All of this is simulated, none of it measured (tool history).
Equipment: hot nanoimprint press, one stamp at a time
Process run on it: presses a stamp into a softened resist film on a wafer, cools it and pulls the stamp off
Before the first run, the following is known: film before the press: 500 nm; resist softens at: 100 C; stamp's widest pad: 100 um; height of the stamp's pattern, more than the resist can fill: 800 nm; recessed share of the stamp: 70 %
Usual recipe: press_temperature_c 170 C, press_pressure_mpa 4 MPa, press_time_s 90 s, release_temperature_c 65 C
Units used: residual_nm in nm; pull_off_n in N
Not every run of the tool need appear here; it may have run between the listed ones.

| run | hour | press_temperature_c | press_pressure_mpa | press_time_s | release_temperature_c | residual_nm | pull_off_n |
|---|---|---|---|---|---|---|---|
| 1 | 0 | 170 | 4 | 90 | 65 | 280.8 | 195 |
| 2 | 23.6 | 170 | 4 | 90 | 65 | 279.4 | 202 |
| 3 | 44 | 170 | 4 | 90 | 65 | 279.7 | 208 |
| 4 | 57.9 | 170 | 4 | 90 | 65 | 281 | 207 |
| 5 | 83.3 | 170 | 4 | 90 | 65 | 283 | 206 |
| 6 | 112.5 | 170 | 4 | 90 | 65 | 280.4 | 204 |
|  | 131.5 | plate thermocouple calibrated |
| 7 | 133.6 | 170 | 4 | 90 | 65 | 280.7 | 202 |
| 8 | 162.1 | 170 | 4 | 90 | 65 | 281.1 | 208 |
| 9 | 175.7 | 170 | 4 | 90 | 65 | 280.1 | 204 |
|  | 194.8 | stamp cleaned and given a new release coat |
| 10 | 202.8 | 170 | 5.49 | 46 | 58 | 292.7 | 210 |
| 11 | 230.3 | 170 | 5.49 | 46 | 58 | 292.7 | 211 |
| 12 | 244.1 | 176 | 2.58 | 46 | 52 | 339.3 | 219 |
| 13 | 261.3 | 161 | 2.58 | 46 | 54 | 451.9 | 214 |
| 14 | 276.7 | 163 | 5.64 | 137 | 69 | 273.8 | 203 |
| 15 | 292.3 | 176 | 4 | 48 | 55 | 274.1 | 218 |
| 16 | 311.9 | 170 | 2.58 | 166 | 65 | 290.6 | 204 |
| 17 | 332.2 | 170 | 2.93 | 166 | 60 | 271.2 | 212 |
| 18 | 349.5 | 170 | 2.93 | 166 | 60 | 273.7 | 210 |

Consider 4 possible next runs. They are alternatives, not a sequence: every one starts from the tool as it was left by run 18. What does each give?
| A | 366.3 | 163 | 2.93 | 120 | 60 | ? | ? |
| B | 366.3 | 166 | 5.82 | 138 | 65 | ? | ? |
| C | 366.3 | 170 | 4 | 71 | 65 | ? | ? |
| D | 366.3 | 170 | 2.93 | 125 | 60 | ? | ? |

| run | residual_nm | pull_off_n |
|---|---|---|
| A | 370.1 | 204 |
| B | 238.2 | 205 |
| C | 300.9 | 205 |
| D | 295.4 | 215 |
The same runs, with their run-to-run variation unchanged, on a tool lacking any hidden condition would have given:
| run | residual_nm | pull_off_n |
|---|---|---|
| A | 370.4 | 202 |
| B | 238.4 | 203 |
| C | 301.2 | 203 |
| D | 295.7 | 212 |
